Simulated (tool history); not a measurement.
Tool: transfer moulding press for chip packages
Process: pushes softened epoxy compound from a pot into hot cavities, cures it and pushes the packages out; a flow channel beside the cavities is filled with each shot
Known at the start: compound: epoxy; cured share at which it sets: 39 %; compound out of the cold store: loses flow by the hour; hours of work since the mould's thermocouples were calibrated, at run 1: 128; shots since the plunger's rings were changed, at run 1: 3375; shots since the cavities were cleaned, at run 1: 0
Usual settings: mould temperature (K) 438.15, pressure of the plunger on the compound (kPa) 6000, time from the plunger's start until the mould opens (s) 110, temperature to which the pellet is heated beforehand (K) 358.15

run   hour  mould temperature (K)  pressure of the plunger on the compound (kPa)  time from the plunger's start until the mould opens (s)  temperature to which the pellet is heated beforehand (K)  hours of work since the mould's thermocouples were calibrated  shots since the plunger's rings were changed  shots since the cavities were cleaned  incoming compound's hours out of the cold store  length that the compound runs in the flow channel (mm)  greatest force on the pins that push the packages out (N)
  1    0.0                 438.15                                           6000                                                      110                                                    358.15                                                            128                                          3375                                      0                                             42.3                                                     877                                                        484
  2   29.5                 438.15                                           6000                                                      110                                                    358.15                                                            149                                          3717                                    342                                             27.3                                                     920                                                        682
      72.1  -- cavities cleaned with cleaning compound and waxed
  3   80.3                 438.15                                           6000                                                      110                                                    358.15                                                            184                                          4288                                     95                                             15.4                                                     943                                                        532
  4  129.1                 438.15                                           6000                                                      110                                                    358.15                                                            219                                          4855                                    662                                             21.9                                                     913                                                        818
     141.8  -- cavities cleaned with cleaning compound and waxed
  5  181.3                 438.15                                           6000                                                      110                                                    358.15                                                            256                                          5442                                    457                                             30.6                                                     870                                                        730
  6  203.9                 438.15                                           6000                                                      111                                                    358.15                                                            272                                          5704                                    719                                             37.7                                                     841                                                        822
     209.9  -- plunger's sealing rings changed
     214.1  -- cavities cleaned with cleaning compound and waxed
  7  242.5                 438.15                                           6000                                                      111                                                    358.15                                                            296                                           360                                    329                                             30.6                                                     964                                                        712
     281.8  -- cavities cleaned with cleaning compound and waxed
  8  296.3                 438.15                                           6000                                                      111                                                    358.15                                                            334                                           967                                    168                                             25.7                                                     977                                                        599
  9  324.5                 438.15                                           6000                                                      111                                                    358.15                                                            354                                          1295                                    496                                             37.5                                                     928                                                        765
     350.9  -- cavities cleaned with cleaning compound and waxed
 10  377.2                 438.15                                           6000                                                      111                                                    358.15                                                            391                                          1888                                    305                                              8.5                                                    1002                                                        653
 11  412.1                 438.15                                           6000                                                      111                                                    358.15                                                            416                                          2292                                    709                                             46.7                                                     879                                                        811
     419.2  -- cavities cleaned with cleaning compound and waxed
 12  445.1                 438.15                                           6000                                                      111                                                    358.15                                                            438                                          2658                                    301                                             13.9                                                     977                                                        657
 13  476.5                 438.15                                           6000                                                      111                                                    358.15                                                            461                                          3022                                    665                                             31.7                                                     913                                                        788
     489.5  -- cavities cleaned with cleaning compound and waxed
 14  510.4                 438.15                                           6000                                                      111                                                    358.15                                                            484                                          3398                                    243                                             28.3                                                     933                                                        632
 15  541.2                 438.15                                           6000                                                      132                                                    358.15                                                            506                                          3754                                    599                                             20.5                                                     940                                                        694
     557.7  -- cavities cleaned with cleaning compound and waxed
 16  587.5                 438.15                                           6000                                                      132                                                    358.15                                                            538                                          4274                                    346                                             27.0                                                     891                                                        660
 17  617.1                 433.15                                           7140                                                      143                                                    353.15                                                            559                                          4617                                    689                                              9.8                                                    1055                                                        791
     626.9  -- cavities cleaned with cleaning compound and waxed
 18  654.9                 442.15                                           7140                                                      126                                                    353.15                                                            585                                          5038                                    324                                             10.6                                                    1004                                                        606
     697.9  -- cavities cleaned with cleaning compound and waxed
 19  703.9                 442.15                                           7140                                                      126                                                    353.15                                                            619                                          5589                                     70                                             34.2                                                     913                                                        479
     720.6  -- plunger's sealing rings changed
 20  728.8                 442.15                                           7140                                                      126                                                    353.15                                                            635                                            95                                    329                                             41.8                                                     990                                                        632
     769.1  -- cavities cleaned with cleaning compound and waxed
 21  777.7                 438.15                                           6000                                                      137                                                    358.15                                                            669                                           645                                    100                                             22.8                                                     988                                                        513
 22  821.8                 436.15                                           6000                                                      137                                                    351.15                                                            700                                          1157                                    612                                             41.5                                                     918                                                        742
     838.8  -- cavities cleaned with cleaning compound and waxed
 23  855.4                 431.15                                           5040                                                       90                                                    357.15                                                            723                                          1529                                    193                                             31.8                                                     887                                                       1122
 24  881.5                 446.15                                           6000                                                      110                                                    358.15                                                            742                                          1831                                    495                                             41.1                                                     864                                                        683
     909.4  -- cavities cleaned with cleaning compound and waxed
 25  915.7                 446.15                                           6000                                                      110                                                    358.15                                                            765                                          2210                                     73                                             34.5                                                     875                                                        501
 26  942.6                 446.15                                           6000                                                      110                                                    358.15                                                            785                                          2523                                    386                                             20.4                                                     917                                                        671
     959.0  -- mould's thermocouples calibrated
     981.1  -- cavities cleaned with cleaning compound and waxed
 27  993.3                 446.15                                           5180                                                      110                                                    358.15                                                             23                                          3070                                    142                                             16.0                                                     866                                                        560

Some steps in length that the compound runs in the flow channel (mm) between neighbouring runs. How much of each would the tool show without its hidden state too (settings, what came in, random variation), and how much is left for the hidden state, with any gauge scatter that isn't in both results?
The hidden state here: true mould temperature over the reading, C; pressure that reaches the compound, % of what is set; grip of the stained cavities, % over clean ones'; drift of the gauge itself on flow_mm, %; drift of the gauge itself on push_out_n, %.
Run 6 -> 7: plunger's sealing rings changed, cavities cleaned with cleaning compound and waxed. length that the compound runs in the flow channel (mm) +123: hidden state +90, all else +33.
Run 16 -> 17: mould temperature (K) 438.15 -> 433.15, pressure of the plunger on the compound (kPa) 6000 -> 7140, time from the plunger's start until the mould opens (s) 132 -> 143, temperature to which the pellet is heated beforehand (K) 358.15 -> 353.15. length that the compound runs in the flow channel (mm) +164: hidden state -25, all else +189.
Run 19 -> 20: plunger's sealing rings changed. length that the compound runs in the flow channel (mm) +77: hidden state +99, all else -22.
